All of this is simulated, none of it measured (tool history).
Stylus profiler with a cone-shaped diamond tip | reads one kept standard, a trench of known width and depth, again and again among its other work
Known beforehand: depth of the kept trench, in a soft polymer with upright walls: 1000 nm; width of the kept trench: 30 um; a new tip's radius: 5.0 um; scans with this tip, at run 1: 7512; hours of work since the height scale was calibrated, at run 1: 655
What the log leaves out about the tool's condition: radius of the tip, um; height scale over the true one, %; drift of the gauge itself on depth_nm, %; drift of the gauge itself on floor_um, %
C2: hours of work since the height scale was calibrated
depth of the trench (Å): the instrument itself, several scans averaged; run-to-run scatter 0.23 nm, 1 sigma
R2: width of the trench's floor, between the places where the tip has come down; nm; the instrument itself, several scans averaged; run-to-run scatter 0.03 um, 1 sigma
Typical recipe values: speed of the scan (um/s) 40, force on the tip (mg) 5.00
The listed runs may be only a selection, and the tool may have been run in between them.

run 1 hour=0.0 | speed_of_the_scan_(um/s)=40 force_on_the_tip_(mg)=5.00 | scans_with_this_tip=7512 C2=655 | depth_of_the_trench_(Å)=10171.9 R2=18730
run 2 hour=17.4 | speed_of_the_scan_(um/s)=40 force_on_the_tip_(mg)=5.00 | scans_with_this_tip=7592 C2=662 | depth_of_the_trench_(Å)=10171.3 R2=18700
run 3 hour=35.3 | speed_of_the_scan_(um/s)=25 force_on_the_tip_(mg)=5.00 | scans_with_this_tip=7674 C2=669 | depth_of_the_trench_(Å)=10173.9 R2=18640
run 4 hour=44.4 | speed_of_the_scan_(um/s)=145 force_on_the_tip_(mg)=5.00 | scans_with_this_tip=7716 C2=672 | depth_of_the_trench_(Å)=10173.7 R2=18230
run 5 hour=65.7 | speed_of_the_scan_(um/s)=145 force_on_the_tip_(mg)=5.00 | scans_with_this_tip=7814 C2=681 | depth_of_the_trench_(Å)=10170.9 R2=18180
run 6 hour=83.3 | speed_of_the_scan_(um/s)=145 force_on_the_tip_(mg)=5.00 | scans_with_this_tip=7895 C2=688 | depth_of_the_trench_(Å)=10172.5 R2=18170
run 7 hour=104.6 | speed_of_the_scan_(um/s)=80 force_on_the_tip_(mg)=5.00 | scans_with_this_tip=7993 C2=697 | depth_of_the_trench_(Å)=10167.4 R2=18350
run 8 hour=114.6 | speed_of_the_scan_(um/s)=80 force_on_the_tip_(mg)=5.00 | scans_with_this_tip=8039 C2=701 | depth_of_the_trench_(Å)=10174.3 R2=18290
run 9 hour=129.9 | speed_of_the_scan_(um/s)=40 force_on_the_tip_(mg)=5.00 | scans_with_this_tip=8109 C2=707 | depth_of_the_trench_(Å)=10173.1 R2=18360
run 10 hour=145.1 | speed_of_the_scan_(um/s)=40 force_on_the_tip_(mg)=5.00 | scans_with_this_tip=8179 C2=713 | depth_of_the_trench_(Å)=10173.5 R2=18350
run 11 hour=163.7 | speed_of_the_scan_(um/s)=40 force_on_the_tip_(mg)=5.00 | scans_with_this_tip=8264 C2=720 | depth_of_the_trench_(Å)=10167.7 R2=18260
run 12 hour=185.8 | speed_of_the_scan_(um/s)=40 force_on_the_tip_(mg)=5.00 | scans_with_this_tip=8366 C2=729 | depth_of_the_trench_(Å)=10170.5 R2=18280
run 13 hour=196.6 | speed_of_the_scan_(um/s)=40 force_on_the_tip_(mg)=5.00 | scans_with_this_tip=8415 C2=733 | depth_of_the_trench_(Å)=10165.9 R2=18230
-- hour=209.8 new tip fitted, height scale calibrated
run 14 hour=212.1 | speed_of_the_scan_(um/s)=40 force_on_the_tip_(mg)=1.68 | scans_with_this_tip=11 C2=1 | depth_of_the_trench_(Å)=10098.5 R2=23640
run 15 hour=233.1 | speed_of_the_scan_(um/s)=65 force_on_the_tip_(mg)=1.68 | scans_with_this_tip=107 C2=9 | depth_of_the_trench_(Å)=10096.7 R2=23400
run 16 hour=244.3 | speed_of_the_scan_(um/s)=65 force_on_the_tip_(mg)=3.10 | scans_with_this_tip=158 C2=14 | depth_of_the_trench_(Å)=10147.2 R2=23470
run 17 hour=256.3 | speed_of_the_scan_(um/s)=65 force_on_the_tip_(mg)=3.10 | scans_with_this_tip=214 C2=19 | depth_of_the_trench_(Å)=10141.2 R2=23460
run 18 hour=270.7 | speed_of_the_scan_(um/s)=65 force_on_the_tip_(mg)=3.10 | scans_with_this_tip=280 C2=24 | depth_of_the_trench_(Å)=10145.4 R2=23350
run 19 hour=280.5 | speed_of_the_scan_(um/s)=40 force_on_the_tip_(mg)=5.00 | scans_with_this_tip=325 C2=28 | depth_of_the_trench_(Å)=10198.5 R2=23410
run 20 hour=291.5 | speed_of_the_scan_(um/s)=61 force_on_the_tip_(mg)=3.58 | scans_with_this_tip=376 C2=33 | depth_of_the_trench_(Å)=10154.3 R2=23280
run 21 hour=300.6 | speed_of_the_scan_(um/s)=16 force_on_the_tip_(mg)=4.70 | scans_with_this_tip=417 C2=36 | depth_of_the_trench_(Å)=10190.7 R2=23430
run 22 hour=313.6 | speed_of_the_scan_(um/s)=25 force_on_the_tip_(mg)=6.82 | scans_with_this_tip=477 C2=42 | depth_of_the_trench_(Å)=10242.6 R2=23370
run 23 hour=331.6 | speed_of_the_scan_(um/s)=25 force_on_the_tip_(mg)=6.82 | scans_with_this_tip=560 C2=49 | depth_of_the_trench_(Å)=10237.9 R2=23280
run 24 hour=343.1 | speed_of_the_scan_(um/s)=145 force_on_the_tip_(mg)=8.04 | scans_with_this_tip=612 C2=53 | depth_of_the_trench_(Å)=10263.7 R2=22950
run 25 hour=354.9 | speed_of_the_scan_(um/s)=138 force_on_the_tip_(mg)=2.18 | scans_with_this_tip=667 C2=58 | depth_of_the_trench_(Å)=10114.4 R2=22570
run 26 hour=370.5 | speed_of_the_scan_(um/s)=138 force_on_the_tip_(mg)=2.18 | scans_with_this_tip=739 C2=64 | depth_of_the_trench_(Å)=10110.2 R2=22530
run 27 hour=390.5 | speed_of_the_scan_(um/s)=150 force_on_the_tip_(mg)=2.12 | scans_with_this_tip=831 C2=72 | depth_of_the_trench_(Å)=10109.5 R2=22380
run 28 hour=399.8 | speed_of_the_scan_(um/s)=63 force_on_the_tip_(mg)=5.00 | scans_with_this_tip=873 C2=76 | depth_of_the_trench_(Å)=10192.8 R2=22810
run 29 hour=418.6 | speed_of_the_scan_(um/s)=47 force_on_the_tip_(mg)=11.35 | scans_with_this_tip=960 C2=84 | depth_of_the_trench_(Å)=10336.7 R2=22910
run 30 hour=433.1 | speed_of_the_scan_(um/s)=18 force_on_the_tip_(mg)=5.00 | scans_with_this_tip=1027 C2=89 | depth_of_the_trench_(Å)=10189.1 R2=22900
run 31 hour=447.7 | speed_of_the_scan_(um/s)=76 force_on_the_tip_(mg)=5.20 | scans_with_this_tip=1093 C2=95 | depth_of_the_trench_(Å)=10198.1 R2=22650
run 32 hour=462.5 | speed_of_the_scan_(um/s)=29 force_on_the_tip_(mg)=11.81 | scans_with_this_tip=1162 C2=101 | depth_of_the_trench_(Å)=10341.7 R2=22810
run 33 hour=474.7 | speed_of_the_scan_(um/s)=40 force_on_the_tip_(mg)=8.55 | scans_with_this_tip=1218 C2=106 | depth_of_the_trench_(Å)=10276.9 R2=22700
run 34 hour=491.2 | speed_of_the_scan_(um/s)=24 force_on_the_tip_(mg)=1.77 | scans_with_this_tip=1294 C2=113 | depth_of_the_trench_(Å)=10098.4 R2=22630
run 35 hour=504.5 | speed_of_the_scan_(um/s)=24 force_on_the_tip_(mg)=4.51 | scans_with_this_tip=1355 C2=118 | depth_of_the_trench_(Å)=10177.6 R2=22580
run 36 hour=522.1 | speed_of_the_scan_(um/s)=24 force_on_the_tip_(mg)=4.51 | scans_with_this_tip=1435 C2=125 | depth_of_the_trench_(Å)=10181.3 R2=22570
run 37 hour=538.9 | speed_of_the_scan_(um/s)=12 force_on_the_tip_(mg)=2.86 | scans_with_this_tip=1513 C2=132 | depth_of_the_trench_(Å)=10131.4 R2=22490
run 38 hour=553.6 | speed_of_the_scan_(um/s)=78 force_on_the_tip_(mg)=5.00 | scans_with_this_tip=1581 C2=138 | depth_of_the_trench_(Å)=10187.6 R2=22240

Below are 3 alternative next runs, each starting from the tool's condition after run 38. Predict each:
run A hour=571.4 | speed_of_the_scan_(um/s)=25 force_on_the_tip_(mg)=5.00 | scans_with_this_tip=1662 C2=145 | depth_of_the_trench_(Å)=? R2=?
run B hour=571.4 | speed_of_the_scan_(um/s)=23 force_on_the_tip_(mg)=2.45 | scans_with_this_tip=1662 C2=145 | depth_of_the_trench_(Å)=? R2=?
run C hour=571.4 | speed_of_the_scan_(um/s)=10 force_on_the_tip_(mg)=5.00 | scans_with_this_tip=1662 C2=145 | depth_of_the_trench_(Å)=? R2=?

run=A depth_of_the_trench_(Å)=10190.6 R2=22370
run=B depth_of_the_trench_(Å)=10118.5 R2=22410
run=C depth_of_the_trench_(Å)=10191.9 R2=22370
With no hidden state in the tool, these same runs would have given:
run=A depth_of_the_trench_(Å)=10193.8 R2=23910
run=B depth_of_the_trench_(Å)=10121.7 R2=23950
run=C depth_of_the_trench_(Å)=10195.1 R2=23920
